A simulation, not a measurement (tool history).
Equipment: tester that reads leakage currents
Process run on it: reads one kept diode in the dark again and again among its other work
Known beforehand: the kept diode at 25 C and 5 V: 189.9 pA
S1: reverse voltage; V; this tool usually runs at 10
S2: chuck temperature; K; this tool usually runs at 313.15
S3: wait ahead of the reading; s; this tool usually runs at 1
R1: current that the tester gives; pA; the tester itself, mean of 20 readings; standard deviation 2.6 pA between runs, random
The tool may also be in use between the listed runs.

run 1 hour=0 | S1=10 S2=313.15 S3=1 | R1=811.7
run 2 hour=120.3 | S1=10 S2=313.15 S3=1 | R1=803.71
run 3 hour=253.1 | S1=10 S2=313.15 S3=1 | R1=802.56
run 4 hour=408.6 | S1=10 S2=313.15 S3=1 | R1=798.45
run 5 hour=578.5 | S1=10 S2=313.15 S3=9.87 | R1=785.38
run 6 hour=737.7 | S1=14.5 S2=313.15 S3=1 | R1=931.5
run 7 hour=876.9 | S1=14.5 S2=313.15 S3=1 | R1=935.73
run 8 hour=1094.7 | S1=14.5 S2=313.15 S3=1 | R1=921.08
run 9 hour=1314.9 | S1=14.5 S2=313.15 S3=1 | R1=919.53
-- hour=1454.7 chuck's temperature calibrated
run 10 hour=1475.6 | S1=4.7 S2=313.15 S3=1 | R1=613.88
run 11 hour=1643.1 | S1=10 S2=300.15 S3=1 | R1=327.57

Expected results for the next run?
run 12 hour=1737.8 | S1=11 S2=323.15 S3=2.16 | R1=?

{"run 12": {"R1": 1839.39}}
Minus the tool's unlogged condition, the same run would have read R1 1848.62 pA.
